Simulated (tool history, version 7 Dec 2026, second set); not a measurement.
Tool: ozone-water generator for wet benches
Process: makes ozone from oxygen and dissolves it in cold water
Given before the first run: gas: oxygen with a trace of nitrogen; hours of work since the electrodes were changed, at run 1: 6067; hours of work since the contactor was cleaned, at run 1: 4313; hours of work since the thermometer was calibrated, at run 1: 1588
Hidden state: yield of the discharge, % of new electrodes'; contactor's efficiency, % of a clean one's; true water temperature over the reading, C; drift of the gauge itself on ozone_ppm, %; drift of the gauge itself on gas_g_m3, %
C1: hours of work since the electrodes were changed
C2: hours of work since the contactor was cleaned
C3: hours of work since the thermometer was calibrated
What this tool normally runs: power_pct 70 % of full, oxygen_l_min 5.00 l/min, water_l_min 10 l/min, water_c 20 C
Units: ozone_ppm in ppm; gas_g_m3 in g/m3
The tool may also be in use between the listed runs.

run 1 hour=0.0 | power_pct=70 oxygen_l_min=5.00 water_l_min=10 water_c=20 | C1=6067 C2=4313 C3=1588 | ozone_ppm=20.9 gas_g_m3=132.5
run 2 hour=176.2 | power_pct=70 oxygen_l_min=5.00 water_l_min=10 water_c=20 | C1=6202 C2=4448 C3=1723 | ozone_ppm=20.7 gas_g_m3=131.0
run 3 hour=321.0 | power_pct=70 oxygen_l_min=5.00 water_l_min=10 water_c=20 | C1=6313 C2=4560 C3=1835 | ozone_ppm=20.8 gas_g_m3=131.5
run 4 hour=470.3 | power_pct=70 oxygen_l_min=5.00 water_l_min=10 water_c=20 | C1=6428 C2=4674 C3=1949 | ozone_ppm=20.4 gas_g_m3=131.0
run 5 hour=653.9 | power_pct=70 oxygen_l_min=5.00 water_l_min=10 water_c=19 | C1=6569 C2=4815 C3=2090 | ozone_ppm=20.9 gas_g_m3=129.2
run 6 hour=802.3 | power_pct=70 oxygen_l_min=5.00 water_l_min=10 water_c=19 | C1=6683 C2=4929 C3=2204 | ozone_ppm=20.6 gas_g_m3=130.6
run 7 hour=988.4 | power_pct=70 oxygen_l_min=5.00 water_l_min=10 water_c=20 | C1=6826 C2=5072 C3=2347 | ozone_ppm=20.3 gas_g_m3=128.9
run 8 hour=1182.6 | power_pct=70 oxygen_l_min=5.00 water_l_min=10 water_c=20 | C1=6975 C2=5221 C3=2496 | ozone_ppm=19.6 gas_g_m3=128.8
run 9 hour=1356.6 | power_pct=70 oxygen_l_min=6.58 water_l_min=10 water_c=20 | C1=7108 C2=5355 C3=2630 | ozone_ppm=19.5 gas_g_m3=110.7
run 10 hour=1485.2 | power_pct=70 oxygen_l_min=5.00 water_l_min=10 water_c=20 | C1=7207 C2=5454 C3=2728 | ozone_ppm=20.0 gas_g_m3=125.0
run 11 hour=1637.9 | power_pct=70 oxygen_l_min=5.00 water_l_min=10 water_c=20 | C1=7324 C2=5571 C3=2846 | ozone_ppm=19.7 gas_g_m3=127.2
run 12 hour=1752.8 | power_pct=70 oxygen_l_min=5.00 water_l_min=10 water_c=20 | C1=7413 C2=5659 C3=2934 | ozone_ppm=19.7 gas_g_m3=127.4
run 13 hour=1860.0 | power_pct=70 oxygen_l_min=5.00 water_l_min=10 water_c=20 | C1=7495 C2=5741 C3=3016 | ozone_ppm=19.6 gas_g_m3=125.6
run 14 hour=1994.4 | power_pct=70 oxygen_l_min=5.00 water_l_min=10 water_c=20 | C1=7598 C2=5844 C3=3119 | ozone_ppm=19.5 gas_g_m3=125.8
run 15 hour=2132.6 | power_pct=70 oxygen_l_min=5.00 water_l_min=10 water_c=20 | C1=7704 C2=5951 C3=3226 | ozone_ppm=19.4 gas_g_m3=124.6
run 16 hour=2285.0 | power_pct=70 oxygen_l_min=5.00 water_l_min=10 water_c=20 | C1=7821 C2=6068 C3=3343 | ozone_ppm=19.4 gas_g_m3=123.8
-- hour=2413.4 contactor cleaned
run 17 hour=2487.0 | power_pct=57 oxygen_l_min=5.00 water_l_min=10 water_c=20 | C1=7973 C2=57 C3=3495 | ozone_ppm=17.4 gas_g_m3=110.8
run 18 hour=2667.1 | power_pct=57 oxygen_l_min=5.00 water_l_min=10 water_c=20 | C1=8112 C2=195 C3=3633 | ozone_ppm=17.5 gas_g_m3=109.3
run 19 hour=2792.5 | power_pct=57 oxygen_l_min=4.38 water_l_min=11 water_c=20 | C1=8208 C2=291 C3=3729 | ozone_ppm=16.6 gas_g_m3=115.3
run 20 hour=2921.0 | power_pct=77 oxygen_l_min=5.00 water_l_min=8 water_c=20 | C1=8306 C2=390 C3=3828 | ozone_ppm=22.5 gas_g_m3=128.5
run 21 hour=3122.3 | power_pct=67 oxygen_l_min=5.00 water_l_min=14 water_c=18 | C1=8461 C2=544 C3=3982 | ozone_ppm=16.2 gas_g_m3=118.6
-- hour=3137.5 water thermometer calibrated
run 22 hour=3216.4 | power_pct=43 oxygen_l_min=5.00 water_l_min=14 water_c=23 | C1=8533 C2=616 C3=61 | ozone_ppm=11.5 gas_g_m3=93.0
run 23 hour=3375.2 | power_pct=42 oxygen_l_min=5.00 water_l_min=14 water_c=25 | C1=8655 C2=738 C3=183 | ozone_ppm=11.0 gas_g_m3=91.5

For run 24, what comes out?
run 24 hour=3522.3 | power_pct=42 oxygen_l_min=5.00 water_l_min=14 water_c=25 | C1=8768 C2=851 C3=295 | ozone_ppm=? gas_g_m3=?

Run 24 measured ozone_ppm 11.0 ppm, gas_g_m3 91.3 g/m3.
With the hidden condition absent and the run-to-run variation left alone, this run would have shown ozone_ppm 13.6 ppm, gas_g_m3 111.7 g/m3.
